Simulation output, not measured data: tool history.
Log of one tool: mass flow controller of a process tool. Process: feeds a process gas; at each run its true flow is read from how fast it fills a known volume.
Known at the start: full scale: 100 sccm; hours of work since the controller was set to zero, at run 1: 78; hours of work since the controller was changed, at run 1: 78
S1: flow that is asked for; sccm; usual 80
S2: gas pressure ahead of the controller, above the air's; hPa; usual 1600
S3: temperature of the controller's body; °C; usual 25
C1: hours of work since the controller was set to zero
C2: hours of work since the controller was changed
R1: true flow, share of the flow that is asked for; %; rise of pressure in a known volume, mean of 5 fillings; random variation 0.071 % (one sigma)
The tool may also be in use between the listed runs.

Run 1, hour 0: usual settings; C1 78; C2 78. Result: R1 99.81 %.
Run 2, hour 137.4: usual settings; C1 126; C2 126. Result: R1 99.68 %.
Run 3, hour 260.9: usual settings but S2 1740 hPa; C1 170; C2 170. Result: R1 99.9 %.
Run 4, hour 369.6: usual settings but S2 2110 hPa; C1 208; C2 208. Result: R1 100.1 %.
Run 5, hour 594.8: usual settings but S2 2110 hPa; C1 287; C2 287. Result: R1 100.17 %.
Run 6, hour 740.1: usual settings; C1 338; C2 338. Result: R1 99.86 %.
Run 7, hour 950.7: usual settings but S1 95 sccm; C1 412; C2 412. Result: R1 99.86 %.
Run 8, hour 1121.1: usual settings but S1 95 sccm; C1 472; C2 472. Result: R1 99.85 %.
Run 9, hour 1304.2: usual settings but S1 88 sccm; C1 537; C2 537. Result: R1 99.85 %.
Run 10, hour 1406.4: usual settings but S1 88 sccm; C1 573; C2 573. Result: R1 99.87 %.
Run 11, hour 1562.9: usual settings but S1 11 sccm; C1 628; C2 628. Result: R1 100.32 %.
Run 12, hour 1777.5: usual settings but S3 36 °C; C1 703; C2 703. Result: R1 100.56 %.
Run 13, hour 2006.1: usual settings; C1 784; C2 784. Result: R1 99.8 %.
Run 14, hour 2173.4: usual settings; C1 843; C2 843. Result: R1 99.87 %.
Run 15, hour 2360.8: usual settings but S2 1830 hPa; C1 909; C2 909. Result: R1 100.04 %.
Run 16, hour 2466.3: usual settings but S2 1830 hPa; C1 946; C2 946. Result: R1 99.97 %.
Run 17, hour 2571.8: usual settings but S3 31 °C; C1 983; C2 983. Result: R1 100.34 %.
Run 18, hour 2751.4: usual settings; C1 1046; C2 1046. Result: R1 99.77 %.
Run 19, hour 2971.6: usual settings; C1 1123; C2 1123. Result: R1 99.74 %.
Run 20, hour 3135.5: usual settings; C1 1181; C2 1181. Result: R1 99.92 %.
Run 21, hour 3249.7: usual settings; C1 1221; C2 1221. Result: R1 99.82 %.
Run 22, hour 3398.9: usual settings; C1 1274; C2 1274. Result: R1 99.95 %.
Run 23, hour 3607.3: usual settings; C1 1347; C2 1347. Result: R1 99.69 %.
Run 24, hour 3710.3: usual settings; C1 1383; C2 1383. Result: R1 99.88 %.
Run 25, hour 3941.4: usual settings; C1 1465; C2 1465. Result: R1 99.76 %.
Run 26, hour 4117.7: usual settings; C1 1527; C2 1527. Result: R1 99.8 %.
Run 27, hour 4324.4: usual settings but S1 99 sccm, S2 2240 hPa, S3 29 °C; C1 1599; C2 1599. Result: R1 100.48 %.
Run 28, hour 4432.5: usual settings but S1 99 sccm, S2 2240 hPa, S3 29 °C; C1 1637; C2 1637. Result: R1 100.42 %.
Run 29, hour 4609.5: usual settings but S1 46 sccm, S2 1500 hPa, S3 22 °C; C1 1700; C2 1700. Result: R1 99.78 %.
Run 30, hour 4790.1: usual settings but S1 17 sccm, S2 2650 hPa, S3 37 °C; C1 1763; C2 1763. Result: R1 102.23 %.
Run 31, hour 4899.8: usual settings but S1 24 sccm, S2 1830 hPa, S3 33 °C; C1 1802; C2 1802. Result: R1 100.96 %.
Run 32, hour 5068.9: usual settings but S1 24 sccm, S2 1830 hPa, S3 33 °C; C1 1861; C2 1861. Result: R1 101.01 %.
Run 33, hour 5190.2: usual settings but S3 26 °C; C1 1904; C2 1904. Result: R1 99.82 %.
Run 34, hour 5350.9: usual settings but S1 10 sccm, S3 27 °C; C1 1961; C2 1961. Result: R1 102.3 %.
Run 35, hour 5520.7: usual settings but S1 17 sccm, S2 1940 hPa; C1 2020; C2 2020. Result: R1 101.26 %.
Run 36, hour 5729.3: usual settings but S1 17 sccm, S2 1940 hPa; C1 2094; C2 2094. Result: R1 101.26 %.
Run 37, hour 5870.8: usual settings but S1 17 sccm, S2 1940 hPa; C1 2144; C2 2144. Result: R1 101.41 %.
Run 38, hour 5973.5: usual settings but S1 17 sccm, S2 1940 hPa; C1 2180; C2 2180. Result: R1 101.38 %.
Run 39, hour 6182.4: usual settings but S1 92 sccm, S2 1940 hPa; C1 2253; C2 2253. Result: R1 100.04 %.
Run 40, hour 6306.5: usual settings but S1 92 sccm, S2 1940 hPa; C1 2297; C2 2297. Result: R1 99.93 %.
Run 41, hour 6466.1: usual settings but S1 92 sccm, S2 1940 hPa; C1 2353; C2 2353. Result: R1 99.96 %.
Run 42, hour 6607.9: usual settings but S1 27 sccm, S2 1710 hPa, S3 39 °C; C1 2403; C2 2403. Result: R1 101.51 %.
Run 43, hour 6841.1: usual settings but S1 12 sccm, S2 2340 hPa; C1 2485; C2 2485. Result: R1 102.77 %.
Run 44, hour 7067.2: usual settings but S1 52 sccm, S2 2390 hPa, S3 27 °C; C1 2565; C2 2565. Result: R1 100.57 %.
Run 45, hour 7246.5: usual settings but S1 78 sccm, S2 2650 hPa, S3 30 °C; C1 2628; C2 2628. Result: R1 100.81 %.
Run 46, hour 7348.2: usual settings but S1 64 sccm, S2 2410 hPa, S3 30 °C; C1 2663; C2 2663. Result: R1 100.73 %.
Run 47, hour 7463.3: usual settings but S1 73 sccm, S2 1630 hPa, S3 28 °C; C1 2704; C2 2704. Result: R1 100.07 %.

The same runs without the tool's hidden state, with the same run-to-run variation:
The hidden state here: flow at rest that the sensor doesn't see, % of full scale; true flow over the shown one, %; drift of the gauge itself on true_pct, %.
run      R1
  1   99.65
  2   99.52
  3   99.74
  4   99.94
  5  100.01
  6    99.7
  7   99.72
  8   99.71
  9   99.71
 10   99.73
 11   99.42
 12   100.4
 13   99.64
 14   99.72
 15   99.89
 16   99.82
 17  100.19
 18   99.62
 19   99.59
 20   99.78
 21   99.68
 22    99.8
 23   99.55
 24   99.74
 25   99.62
 26   99.66
 27  100.39
 28  100.34
 29   99.41
 30  100.87
 31  100.03
 32  100.06
 33   99.68
 34    99.6
 35   99.72
 36   99.68
 37    99.8
 38   99.75
 39   99.96
 40   99.85
 41   99.89
 42   100.5
 43  100.02
 44  100.19
 45  100.67
 46  100.48
 47    99.9
